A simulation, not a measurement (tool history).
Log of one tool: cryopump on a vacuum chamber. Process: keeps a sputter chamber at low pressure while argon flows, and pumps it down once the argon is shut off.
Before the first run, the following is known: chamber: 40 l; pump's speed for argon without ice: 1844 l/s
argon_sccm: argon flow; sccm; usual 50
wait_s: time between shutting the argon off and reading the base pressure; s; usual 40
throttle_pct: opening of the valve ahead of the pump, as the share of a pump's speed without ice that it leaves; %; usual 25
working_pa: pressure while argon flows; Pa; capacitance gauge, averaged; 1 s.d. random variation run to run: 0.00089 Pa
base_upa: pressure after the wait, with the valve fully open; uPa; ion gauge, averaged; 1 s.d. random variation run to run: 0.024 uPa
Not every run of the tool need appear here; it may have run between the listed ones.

{"run": 1, "hour": 0.0, "argon_sccm": 50, "wait_s": 40, "throttle_pct": 25, "working_pa": 0.1906, "base_upa": 1.93}
{"hour": 14.2, "done": "leaking fittings of the chamber tightened, without venting"}
{"run": 2, "hour": 15.2, "argon_sccm": 50, "wait_s": 40, "throttle_pct": 25, "working_pa": 0.1906, "base_upa": 0.89}
{"run": 3, "hour": 29.8, "argon_sccm": 50, "wait_s": 40, "throttle_pct": 25, "working_pa": 0.1914, "base_upa": 0.9}
{"run": 4, "hour": 51.2, "argon_sccm": 50, "wait_s": 40, "throttle_pct": 25, "working_pa": 0.191, "base_upa": 0.89}
{"run": 5, "hour": 74.9, "argon_sccm": 50, "wait_s": 40, "throttle_pct": 25, "working_pa": 0.1935, "base_upa": 0.93}
{"run": 6, "hour": 86.6, "argon_sccm": 50, "wait_s": 40, "throttle_pct": 25, "working_pa": 0.1921, "base_upa": 0.92}
{"run": 7, "hour": 98.1, "argon_sccm": 50, "wait_s": 49, "throttle_pct": 25, "working_pa": 0.1924, "base_upa": 0.75}
{"run": 8, "hour": 120.8, "argon_sccm": 50, "wait_s": 49, "throttle_pct": 25, "working_pa": 0.194, "base_upa": 0.78}
{"run": 9, "hour": 144.9, "argon_sccm": 50, "wait_s": 49, "throttle_pct": 25, "working_pa": 0.1951, "base_upa": 0.78}
{"run": 10, "hour": 162.5, "argon_sccm": 50, "wait_s": 20, "throttle_pct": 25, "working_pa": 0.1969, "base_upa": 1.61}
{"run": 11, "hour": 175.9, "argon_sccm": 50, "wait_s": 20, "throttle_pct": 25, "working_pa": 0.1989, "base_upa": 1.6}
{"run": 12, "hour": 190.8, "argon_sccm": 50, "wait_s": 20, "throttle_pct": 25, "working_pa": 0.1967, "base_upa": 1.61}
{"run": 13, "hour": 208.4, "argon_sccm": 27, "wait_s": 40, "throttle_pct": 25, "working_pa": 0.1076, "base_upa": 0.94}
{"run": 14, "hour": 230.0, "argon_sccm": 27, "wait_s": 40, "throttle_pct": 16, "working_pa": 0.1627, "base_upa": 0.93}
{"run": 15, "hour": 248.9, "argon_sccm": 27, "wait_s": 40, "throttle_pct": 16, "working_pa": 0.1631, "base_upa": 0.96}
{"run": 16, "hour": 262.0, "argon_sccm": 50, "wait_s": 40, "throttle_pct": 25, "working_pa": 0.199, "base_upa": 0.99}
{"run": 17, "hour": 278.9, "argon_sccm": 24, "wait_s": 291, "throttle_pct": 21, "working_pa": 0.1125, "base_upa": 0.37}
{"hour": 293.2, "done": "pump warmed up, emptied and cooled again"}
{"run": 18, "hour": 297.2, "argon_sccm": 50, "wait_s": 63, "throttle_pct": 25, "working_pa": 0.1828, "base_upa": 0.68}
{"run": 19, "hour": 319.8, "argon_sccm": 84, "wait_s": 64, "throttle_pct": 42, "working_pa": 0.185, "base_upa": 0.67}
{"run": 20, "hour": 334.5, "argon_sccm": 31, "wait_s": 30, "throttle_pct": 26, "working_pa": 0.1093, "base_upa": 1.09}
{"run": 21, "hour": 346.7, "argon_sccm": 89, "wait_s": 285, "throttle_pct": 17, "working_pa": 0.4848, "base_upa": 0.33}
{"run": 22, "hour": 370.7, "argon_sccm": 50, "wait_s": 71, "throttle_pct": 23, "working_pa": 0.203, "base_upa": 0.62}
{"run": 23, "hour": 394.7, "argon_sccm": 78, "wait_s": 65, "throttle_pct": 42, "working_pa": 0.175, "base_upa": 0.67}
{"run": 24, "hour": 412.5, "argon_sccm": 50, "wait_s": 40, "throttle_pct": 18, "working_pa": 0.2581, "base_upa": 0.93}
{"run": 25, "hour": 431.3, "argon_sccm": 62, "wait_s": 73, "throttle_pct": 28, "working_pa": 0.2072, "base_upa": 0.62}
{"run": 26, "hour": 454.8, "argon_sccm": 35, "wait_s": 48, "throttle_pct": 18, "working_pa": 0.1805, "base_upa": 0.8}
{"run": 27, "hour": 469.8, "argon_sccm": 33, "wait_s": 108, "throttle_pct": 20, "working_pa": 0.1547, "base_upa": 0.52}
{"run": 28, "hour": 492.8, "argon_sccm": 69, "wait_s": 40, "throttle_pct": 43, "working_pa": 0.1537, "base_upa": 0.94}
{"run": 29, "hour": 507.7, "argon_sccm": 69, "wait_s": 40, "throttle_pct": 32, "working_pa": 0.2055, "base_upa": 0.93}
{"run": 30, "hour": 532.6, "argon_sccm": 69, "wait_s": 28, "throttle_pct": 47, "working_pa": 0.1434, "base_upa": 1.24}
{"run": 31, "hour": 556.7, "argon_sccm": 62, "wait_s": 62, "throttle_pct": 28, "working_pa": 0.2121, "base_upa": 0.71}

Selected run-to-run steps in working_pa, each split into two signed amounts: the part the tool would show with no hidden state at all (from settings, incoming material and random variation), and the remainder, which goes to the hidden state together with any gauge scatter not common to the measured and the hidden-state-free results:
Hidden state present: pump's speed, % of a pump's without ice; cold plate's temperature, K; leak into the chamber, uPa l/s; drift of the gauge itself on working_pa, %; drift of the gauge itself on base_upa, %.
Run 12 -> 13: argon_sccm 50 -> 27, wait_s 20 -> 40. working_pa -0.0891 Pa: hidden state -0.0059, all else -0.0832.
Run 15 -> 16: argon_sccm 27 -> 50, throttle_pct 16 -> 25. working_pa +0.0359 Pa: hidden state +0.0077, all else +0.0282.
Run 16 -> 17: argon_sccm 50 -> 24, wait_s 40 -> 291, throttle_pct 25 -> 21. working_pa -0.0865 Pa: hidden state -0.0081, all else -0.0784.
Run 17 -> 18: argon_sccm 24 -> 50, wait_s 291 -> 63, throttle_pct 21 -> 25, pump warmed up, emptied and cooled again. working_pa +0.0703 Pa: hidden state -0.0074, all else +0.0777.
Run 20 -> 21: argon_sccm 31 -> 89, wait_s 30 -> 285, throttle_pct 26 -> 17. working_pa +0.3755 Pa: hidden state +0.0022, all else +0.3733.
Run 21 -> 22: argon_sccm 89 -> 50, wait_s 285 -> 71, throttle_pct 17 -> 23. working_pa -0.2818 Pa: hidden state -0.0008, all else -0.281.

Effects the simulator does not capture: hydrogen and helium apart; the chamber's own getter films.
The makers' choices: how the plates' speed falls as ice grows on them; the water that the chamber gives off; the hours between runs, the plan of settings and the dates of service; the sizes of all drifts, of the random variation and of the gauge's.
